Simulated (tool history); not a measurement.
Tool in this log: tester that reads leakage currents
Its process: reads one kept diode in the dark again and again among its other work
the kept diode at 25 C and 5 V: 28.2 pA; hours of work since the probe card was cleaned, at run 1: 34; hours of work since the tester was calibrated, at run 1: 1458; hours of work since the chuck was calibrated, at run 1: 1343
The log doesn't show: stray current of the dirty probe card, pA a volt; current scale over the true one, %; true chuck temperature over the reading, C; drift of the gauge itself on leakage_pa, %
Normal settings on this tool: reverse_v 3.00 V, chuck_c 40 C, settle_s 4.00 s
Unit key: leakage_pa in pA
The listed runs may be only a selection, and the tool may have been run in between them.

run,day,reverse_v,chuck_c,settle_s,hours of work since the probe card was cleaned,hours of work since the tester was calibrated,hours of work since the chuck was calibrated,leakage_pa
1,0.000,3.00,40,4.00,34,1458,1343,85.56
2,5.021,3.00,40,4.00,111,1535,1420,86.48
3,10.004,3.00,40,4.00,188,1612,1497,86.80
4,12.667,3.00,40,4.00,229,1653,1538,87.70
5,14.750,3.00,40,4.00,261,1685,1570,87.41
6,18.621,3.00,40,4.00,321,1745,1630,88.07
7,21.038,3.00,40,4.00,358,1782,1667,88.05
8,24.575,3.00,40,4.00,413,1836,1722,88.04
# day 25.404: chuck's temperature calibrated
9,29.767,3.00,40,4.00,492,1915,67,79.39
10,32.883,3.00,40,4.00,540,1963,115,79.53
11,37.129,3.00,40,4.00,605,2029,181,80.02
12,41.825,3.00,40,4.00,677,2101,253,80.46
13,44.879,3.00,40,4.00,725,2148,300,80.82
14,48.192,3.00,40,4.00,776,2199,351,81.59
15,52.767,4.89,41,0.35,846,2270,422,109.51
16,55.196,2.66,27,2.93,884,2307,459,28.63
17,59.912,3.00,46,7.66,956,2380,532,129.10
18,62.233,3.00,43,0.33,992,2416,568,104.97
19,66.625,3.00,56,4.00,1060,2483,635,264.99
20,69.271,3.00,27,4.00,1101,2524,676,30.96
21,71.354,5.39,40,4.00,1133,2556,708,106.55
22,75.329,5.39,40,4.00,1194,2617,770,107.56
23,77.467,1.51,40,1.16,1227,2650,803,63.97

Alternative continuations, all from the tool just after run 23; predict every row:
A,81.288,3.00,20,1.21,1286,2709,861,?
B,81.288,2.36,40,4.00,1286,2709,861,?
C,81.288,9.05,35,2.54,1286,2709,861,?
D,81.288,7.59,49,8.66,1286,2709,861,?
E,81.288,4.84,34,0.35,1286,2709,861,?

run,leakage_pa
A,19.02
B,77.14
C,94.39
D,239.35
E,68.21
With no hidden state in the tool, these same runs would have given:
run,leakage_pa
A,15.54
B,71.67
C,82.39
D,222.82
E,61.05
